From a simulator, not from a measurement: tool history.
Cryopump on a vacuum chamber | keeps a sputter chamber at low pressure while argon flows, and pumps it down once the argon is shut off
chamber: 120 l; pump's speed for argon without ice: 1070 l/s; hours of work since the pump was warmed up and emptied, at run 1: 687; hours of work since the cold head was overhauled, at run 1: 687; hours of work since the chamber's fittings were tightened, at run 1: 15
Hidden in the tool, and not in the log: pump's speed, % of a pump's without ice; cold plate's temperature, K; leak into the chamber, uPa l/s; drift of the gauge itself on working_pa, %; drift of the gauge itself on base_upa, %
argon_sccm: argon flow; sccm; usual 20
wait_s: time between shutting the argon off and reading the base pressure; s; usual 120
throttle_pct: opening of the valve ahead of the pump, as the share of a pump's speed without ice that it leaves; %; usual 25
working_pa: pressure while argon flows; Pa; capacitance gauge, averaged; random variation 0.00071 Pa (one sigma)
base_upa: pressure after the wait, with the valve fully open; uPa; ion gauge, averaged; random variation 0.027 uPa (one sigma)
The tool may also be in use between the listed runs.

run,hour,argon_sccm,wait_s,throttle_pct,hours of work since the pump was warmed up and emptied,hours of work since the cold head was overhauled,hours of work since the chamber's fittings were tightened,working_pa,base_upa
1,0.0,20,120,25,687,687,15,0.1354,1.30
2,61.4,20,120,25,731,731,59,0.1351,1.38
# hour 99.5: pump warmed up, emptied and cooled again
3,146.7,20,120,25,34,789,117,0.1265,1.33
4,215.0,20,120,25,83,839,167,0.1287,1.30
5,293.9,20,120,25,140,896,224,0.1280,1.34
6,359.7,20,120,25,188,943,271,0.1295,1.34
7,431.2,20,120,25,239,995,323,0.1284,1.37
8,473.5,20,120,17,270,1025,353,0.1900,1.40
9,507.6,20,120,17,295,1050,378,0.1897,1.39
10,590.2,14,91,31,354,1109,437,0.0738,1.67
11,630.8,14,34,18,383,1139,467,0.1274,3.82
12,697.8,20,28,37,432,1187,515,0.0894,4.46
13,759.7,20,28,37,476,1232,560,0.0913,4.48
14,795.0,9,80,44,502,1257,585,0.0337,1.96
15,856.9,8,52,20,547,1302,630,0.0654,2.70
16,922.6,8,52,20,594,1349,677,0.0655,2.69
17,972.8,9,31,31,630,1386,714,0.0500,4.16
18,1013.5,9,31,31,660,1415,743,0.0503,4.30

Measured less the same run without the tool's hidden state. The same run-to-run variation is in both; the gauge's scatter may not be:
run,working_pa,base_upa
1,+0.0083,+0.13
2,+0.0090,+0.15
3,+0.0007,+0.08
4,+0.0012,+0.10
5,+0.0018,+0.12
6,+0.0023,+0.14
7,+0.0029,+0.16
8,+0.0032,+0.17
9,+0.0035,+0.17
10,+0.0029,+0.19
11,+0.0032,+0.22
12,+0.0052,+0.23
13,+0.0058,+0.25
14,+0.0028,+0.27
15,+0.0027,+0.29
16,+0.0030,+0.31
17,+0.0035,+0.32
18,+0.0038,+0.35
